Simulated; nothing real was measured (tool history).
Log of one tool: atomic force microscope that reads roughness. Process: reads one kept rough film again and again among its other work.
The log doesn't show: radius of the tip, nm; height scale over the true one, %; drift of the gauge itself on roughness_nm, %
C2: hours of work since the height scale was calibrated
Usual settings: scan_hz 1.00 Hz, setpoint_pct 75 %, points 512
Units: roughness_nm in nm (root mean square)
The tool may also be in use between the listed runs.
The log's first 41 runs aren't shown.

{"run": 42, "hour": 1235.9, "scan_hz": 0.78, "setpoint_pct": 62, "points": 513, "pictures with this tip": 152, "C2": 2189, "roughness_nm": 3.095}
{"run": 43, "hour": 1276.7, "scan_hz": 1.0, "setpoint_pct": 77, "points": 512, "pictures with this tip": 230, "C2": 2221, "roughness_nm": 2.652}
{"run": 44, "hour": 1311.9, "scan_hz": 3.09, "setpoint_pct": 75, "points": 455, "pictures with this tip": 298, "C2": 2249, "roughness_nm": 2.217}
{"hour": 1342.9, "done": "new tip fitted"}
{"hour": 1346.9, "done": "height scale calibrated on a step standard"}
{"run": 45, "hour": 1351.5, "scan_hz": 3.09, "setpoint_pct": 75, "points": 455, "pictures with this tip": 14, "C2": 4, "roughness_nm": 3.252}
{"run": 46, "hour": 1379.3, "scan_hz": 3.09, "setpoint_pct": 75, "points": 455, "pictures with this tip": 68, "C2": 25, "roughness_nm": 2.985}
{"run": 47, "hour": 1398.2, "scan_hz": 3.09, "setpoint_pct": 75, "points": 455, "pictures with this tip": 104, "C2": 40, "roughness_nm": 2.815}
{"run": 48, "hour": 1421.3, "scan_hz": 3.09, "setpoint_pct": 75, "points": 455, "pictures with this tip": 148, "C2": 58, "roughness_nm": 2.654}
{"run": 49, "hour": 1448.9, "scan_hz": 1.44, "setpoint_pct": 77, "points": 425, "pictures with this tip": 201, "C2": 80, "roughness_nm": 2.631}
{"run": 50, "hour": 1487.4, "scan_hz": 1.44, "setpoint_pct": 77, "points": 425, "pictures with this tip": 275, "C2": 110, "roughness_nm": 2.383}
{"run": 51, "hour": 1506.5, "scan_hz": 1.08, "setpoint_pct": 85, "points": 286, "pictures with this tip": 312, "C2": 125, "roughness_nm": 2.228}
{"hour": 1528.7, "done": "new tip fitted"}
{"run": 52, "hour": 1537.4, "scan_hz": 1.08, "setpoint_pct": 85, "points": 286, "pictures with this tip": 16, "C2": 149, "roughness_nm": 3.36}
{"run": 53, "hour": 1575.7, "scan_hz": 2.47, "setpoint_pct": 63, "points": 408, "pictures with this tip": 90, "C2": 179, "roughness_nm": 3.105}

3 ways to go on from here, each from the tool as it stands after run 53. What would each give?
{"run": "A", "hour": 1595.5, "scan_hz": 2.62, "setpoint_pct": 63, "points": 344, "pictures with this tip": 128, "C2": 194, "roughness_nm": "?"}
{"run": "B", "hour": 1595.5, "scan_hz": 1.63, "setpoint_pct": 75, "points": 512, "pictures with this tip": 128, "C2": 194, "roughness_nm": "?"}
{"run": "C", "hour": 1595.5, "scan_hz": 1.0, "setpoint_pct": 60, "points": 512, "pictures with this tip": 128, "C2": 194, "roughness_nm": "?"}

run=A roughness_nm=2.925
run=B roughness_nm=2.905
run=C roughness_nm=3.055
Without the tool's hidden state the same runs would have given:
run=A roughness_nm=3.666
run=B roughness_nm=3.641
run=C roughness_nm=3.830

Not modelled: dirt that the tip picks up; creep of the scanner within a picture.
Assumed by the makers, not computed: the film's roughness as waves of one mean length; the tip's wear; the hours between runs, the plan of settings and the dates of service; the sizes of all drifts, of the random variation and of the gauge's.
